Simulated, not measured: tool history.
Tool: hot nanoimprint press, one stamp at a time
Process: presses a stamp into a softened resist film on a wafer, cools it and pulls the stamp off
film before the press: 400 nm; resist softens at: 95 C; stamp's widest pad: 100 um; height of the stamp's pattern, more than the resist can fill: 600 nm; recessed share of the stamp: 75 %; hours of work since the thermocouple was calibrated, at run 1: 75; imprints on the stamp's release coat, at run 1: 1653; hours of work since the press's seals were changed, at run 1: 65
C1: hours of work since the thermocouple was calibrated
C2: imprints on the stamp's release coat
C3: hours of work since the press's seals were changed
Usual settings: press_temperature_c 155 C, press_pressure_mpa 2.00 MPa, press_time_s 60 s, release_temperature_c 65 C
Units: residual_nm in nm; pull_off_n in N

{"run": 1, "hour": 0.0, "press_temperature_c": 155, "press_pressure_mpa": 2.0, "press_time_s": 60, "release_temperature_c": 65, "C1": 75, "C2": 1653, "C3": 65, "residual_nm": 142.4, "pull_off_n": 353}
{"run": 2, "hour": 9.5, "press_temperature_c": 155, "press_pressure_mpa": 2.0, "press_time_s": 60, "release_temperature_c": 65, "C1": 80, "C2": 1685, "C3": 70, "residual_nm": 143.4, "pull_off_n": 372}
{"run": 3, "hour": 23.6, "press_temperature_c": 155, "press_pressure_mpa": 2.0, "press_time_s": 60, "release_temperature_c": 65, "C1": 87, "C2": 1732, "C3": 77, "residual_nm": 142.9, "pull_off_n": 375}
{"run": 4, "hour": 34.0, "press_temperature_c": 155, "press_pressure_mpa": 2.0, "press_time_s": 60, "release_temperature_c": 65, "C1": 92, "C2": 1767, "C3": 83, "residual_nm": 142.6, "pull_off_n": 373}
{"run": 5, "hour": 41.6, "press_temperature_c": 155, "press_pressure_mpa": 1.6, "press_time_s": 60, "release_temperature_c": 65, "C1": 96, "C2": 1793, "C3": 87, "residual_nm": 160.3, "pull_off_n": 374}
{"run": 6, "hour": 55.2, "press_temperature_c": 155, "press_pressure_mpa": 1.6, "press_time_s": 60, "release_temperature_c": 65, "C1": 103, "C2": 1838, "C3": 94, "residual_nm": 159.9, "pull_off_n": 381}
{"run": 7, "hour": 61.5, "press_temperature_c": 155, "press_pressure_mpa": 1.6, "press_time_s": 60, "release_temperature_c": 65, "C1": 106, "C2": 1859, "C3": 97, "residual_nm": 158.8, "pull_off_n": 387}
{"run": 8, "hour": 70.2, "press_temperature_c": 155, "press_pressure_mpa": 1.6, "press_time_s": 60, "release_temperature_c": 65, "C1": 111, "C2": 1888, "C3": 101, "residual_nm": 158.3, "pull_off_n": 393}
{"run": 9, "hour": 80.5, "press_temperature_c": 155, "press_pressure_mpa": 1.6, "press_time_s": 60, "release_temperature_c": 65, "C1": 116, "C2": 1923, "C3": 107, "residual_nm": 160.0, "pull_off_n": 393}
{"hour": 89.2, "done": "stamp cleaned and given a new release coat"}
{"run": 10, "hour": 98.1, "press_temperature_c": 155, "press_pressure_mpa": 1.6, "press_time_s": 60, "release_temperature_c": 65, "C1": 122, "C2": 30, "C3": 113, "residual_nm": 158.0, "pull_off_n": 224}
{"run": 11, "hour": 108.8, "press_temperature_c": 155, "press_pressure_mpa": 1.6, "press_time_s": 115, "release_temperature_c": 65, "C1": 128, "C2": 66, "C3": 118, "residual_nm": 123.5, "pull_off_n": 234}
{"run": 12, "hour": 119.0, "press_temperature_c": 155, "press_pressure_mpa": 2.0, "press_time_s": 60, "release_temperature_c": 65, "C1": 133, "C2": 100, "C3": 124, "residual_nm": 141.7, "pull_off_n": 228}
{"run": 13, "hour": 126.5, "press_temperature_c": 155, "press_pressure_mpa": 2.0, "press_time_s": 53, "release_temperature_c": 65, "C1": 137, "C2": 125, "C3": 127, "residual_nm": 148.9, "pull_off_n": 242}
{"run": 14, "hour": 136.1, "press_temperature_c": 155, "press_pressure_mpa": 2.0, "press_time_s": 53, "release_temperature_c": 65, "C1": 142, "C2": 157, "C3": 132, "residual_nm": 149.0, "pull_off_n": 234}
{"run": 15, "hour": 143.9, "press_temperature_c": 155, "press_pressure_mpa": 2.0, "press_time_s": 53, "release_temperature_c": 65, "C1": 146, "C2": 183, "C3": 136, "residual_nm": 149.0, "pull_off_n": 241}
{"run": 16, "hour": 158.0, "press_temperature_c": 163, "press_pressure_mpa": 1.29, "press_time_s": 73, "release_temperature_c": 65, "C1": 153, "C2": 231, "C3": 144, "residual_nm": 104.6, "pull_off_n": 241}
{"run": 17, "hour": 166.8, "press_temperature_c": 152, "press_pressure_mpa": 2.53, "press_time_s": 94, "release_temperature_c": 68, "C1": 158, "C2": 260, "C3": 148, "residual_nm": 125.0, "pull_off_n": 236}
{"run": 18, "hour": 177.6, "press_temperature_c": 160, "press_pressure_mpa": 1.49, "press_time_s": 56, "release_temperature_c": 60, "C1": 163, "C2": 296, "C3": 154, "residual_nm": 128.7, "pull_off_n": 260}
{"run": 19, "hour": 186.3, "press_temperature_c": 163, "press_pressure_mpa": 2.0, "press_time_s": 60, "release_temperature_c": 64, "C1": 168, "C2": 325, "C3": 158, "residual_nm": 89.4, "pull_off_n": 243}
{"run": 20, "hour": 197.8, "press_temperature_c": 150, "press_pressure_mpa": 2.51, "press_time_s": 115, "release_temperature_c": 71, "C1": 174, "C2": 364, "C3": 164, "residual_nm": 131.4, "pull_off_n": 236}
{"run": 21, "hour": 209.9, "press_temperature_c": 149, "press_pressure_mpa": 2.0, "press_time_s": 77, "release_temperature_c": 65, "C1": 180, "C2": 404, "C3": 171, "residual_nm": 182.1, "pull_off_n": 254}
{"run": 22, "hour": 220.7, "press_temperature_c": 153, "press_pressure_mpa": 2.0, "press_time_s": 60, "release_temperature_c": 70, "C1": 186, "C2": 440, "C3": 176, "residual_nm": 159.3, "pull_off_n": 245}
{"run": 23, "hour": 230.7, "press_temperature_c": 154, "press_pressure_mpa": 1.25, "press_time_s": 88, "release_temperature_c": 65, "C1": 191, "C2": 474, "C3": 181, "residual_nm": 165.4, "pull_off_n": 267}
{"run": 24, "hour": 239.7, "press_temperature_c": 154, "press_pressure_mpa": 1.25, "press_time_s": 88, "release_temperature_c": 65, "C1": 196, "C2": 504, "C3": 186, "residual_nm": 165.1, "pull_off_n": 263}
{"run": 25, "hour": 252.6, "press_temperature_c": 154, "press_pressure_mpa": 1.49, "press_time_s": 88, "release_temperature_c": 66, "C1": 202, "C2": 547, "C3": 193, "residual_nm": 147.7, "pull_off_n": 271}
{"run": 26, "hour": 263.4, "press_temperature_c": 154, "press_pressure_mpa": 1.49, "press_time_s": 88, "release_temperature_c": 66, "C1": 208, "C2": 583, "C3": 198, "residual_nm": 151.2, "pull_off_n": 274}
{"run": 27, "hour": 274.8, "press_temperature_c": 154, "press_pressure_mpa": 1.49, "press_time_s": 88, "release_temperature_c": 66, "C1": 214, "C2": 622, "C3": 204, "residual_nm": 147.7, "pull_off_n": 279}
{"run": 28, "hour": 282.4, "press_temperature_c": 152, "press_pressure_mpa": 1.49, "press_time_s": 59, "release_temperature_c": 66, "C1": 218, "C2": 647, "C3": 208, "residual_nm": 194.8, "pull_off_n": 268}
{"run": 29, "hour": 293.4, "press_temperature_c": 152, "press_pressure_mpa": 1.49, "press_time_s": 59, "release_temperature_c": 66, "C1": 223, "C2": 684, "C3": 214, "residual_nm": 194.5, "pull_off_n": 270}

Forecast each of these 4 alternatives for the next run:
{"run": "A", "hour": 299.6, "press_temperature_c": 156, "press_pressure_mpa": 2.45, "press_time_s": 60, "release_temperature_c": 73, "C1": 227, "C2": 705, "C3": 217, "residual_nm": "?", "pull_off_n": "?"}
{"run": "B", "hour": 299.6, "press_temperature_c": 155, "press_pressure_mpa": 2.0, "press_time_s": 60, "release_temperature_c": 55, "C1": 227, "C2": 705, "C3": 217, "residual_nm": "?", "pull_off_n": "?"}
{"run": "C", "hour": 299.6, "press_temperature_c": 152, "press_pressure_mpa": 1.36, "press_time_s": 59, "release_temperature_c": 67, "C1": 227, "C2": 705, "C3": 217, "residual_nm": "?", "pull_off_n": "?"}
{"run": "D", "hour": 299.6, "press_temperature_c": 155, "press_pressure_mpa": 1.43, "press_time_s": 89, "release_temperature_c": 58, "C1": 227, "C2": 705, "C3": 217, "residual_nm": "?", "pull_off_n": "?"}

run=A residual_nm=118.2 pull_off_n=272
run=B residual_nm=140.5 pull_off_n=295
run=C residual_nm=200.9 pull_off_n=279
run=D residual_nm=142.9 pull_off_n=294
Without the tool's hidden state the same runs would have given:
run=A residual_nm=122.7 pull_off_n=217
run=B residual_nm=146.0 pull_off_n=235
run=C residual_nm=208.5 pull_off_n=222
run=D residual_nm=148.8 pull_off_n=234

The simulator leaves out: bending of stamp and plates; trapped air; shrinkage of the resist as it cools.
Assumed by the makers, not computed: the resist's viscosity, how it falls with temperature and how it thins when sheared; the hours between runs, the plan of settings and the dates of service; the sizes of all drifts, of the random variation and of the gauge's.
